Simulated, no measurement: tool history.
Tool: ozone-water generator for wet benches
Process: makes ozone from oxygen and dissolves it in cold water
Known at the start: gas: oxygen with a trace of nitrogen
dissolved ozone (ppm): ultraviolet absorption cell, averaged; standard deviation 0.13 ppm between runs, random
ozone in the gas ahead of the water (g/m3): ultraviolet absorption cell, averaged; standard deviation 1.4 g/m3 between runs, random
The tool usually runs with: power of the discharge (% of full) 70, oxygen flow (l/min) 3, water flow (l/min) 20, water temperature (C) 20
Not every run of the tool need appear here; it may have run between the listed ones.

run	hour	power of the discharge (% of full)	oxygen flow (l/min)	water flow (l/min)	water temperature (C)	dissolved ozone (ppm)	ozone in the gas ahead of the water (g/m3)
1	0	70	3	20	20	13.3	248.4
2	76.3	70	3	20	26	12.6	245.7
3	168.1	70	3	20	20	13.5	244.9
4	281	70	3	20	20	13.1	247.5
5	366.4	70	3	20	20	13.4	246.9
6	464.7	70	3	31	20	7.9	242.4
7	591.7	70	3	31	20	7.7	248.3
8	659.9	55	3	20	20	11.2	209.1
9	740	55	3	20	20	11	208.6
10	822.5	55	3	20	20	11.3	209.3
11	952.6	55	3	20	16	11.8	207.5
12	1065.7	70	3	20	20	13.1	243.1
13	1143.8	70	3	20	20	13.3	245.8
14	1267.3	72	4.38	14	20	18.6	193.9
15	1369.7	85	3	20	14	15.8	278.5
16	1467	85	3	20	16	15.5	279.1
17	1558.1	86	2.89	20	18	15.2	286
18	1678.9	70	2.88	25	20	10.1	252
19	1779.8	69	2.76	25	20	9.8	254.5
20	1899.1	72	3	26	20	9.8	248.9
21	1979.4	70	2.42	23	20	10.8	280.3
22	2098.7	69	2.42	26	20	9.1	276.8
23	2165.9	57	1.74	20	20	10.8	302.1
24	2252.2	57	1.74	20	20	10.8	305
25	2307.8	59	2.16	20	20	11.3	269.9
26	2430.7	70	1.87	20	13	13.3	332.7

Predict each of these 5 candidate next runs independently; none follows another, all start after run 26:
A	2495.8	56	1.87	24	27	?	?
B	2495.8	68	3	29	17	?	?
C	2495.8	61	3	20	23	?	?
D	2495.8	56	4.96	20	26	?	?
E	2495.8	74	4.19	13	13	?	?

run	dissolved ozone (ppm)	ozone in the gas ahead of the water (g/m3)
A	8	286.6
B	8.3	237.5
C	11.4	219.6
D	9.8	148.2
E	22.1	200.1
Stripped of hidden state, with their random variation kept, the same runs would have yielded:
run	dissolved ozone (ppm)	ozone in the gas ahead of the water (g/m3)
A	8.8	298.4
B	9.2	248.9
C	12.6	229.4
D	10.7	154.3
E	24.3	210.3
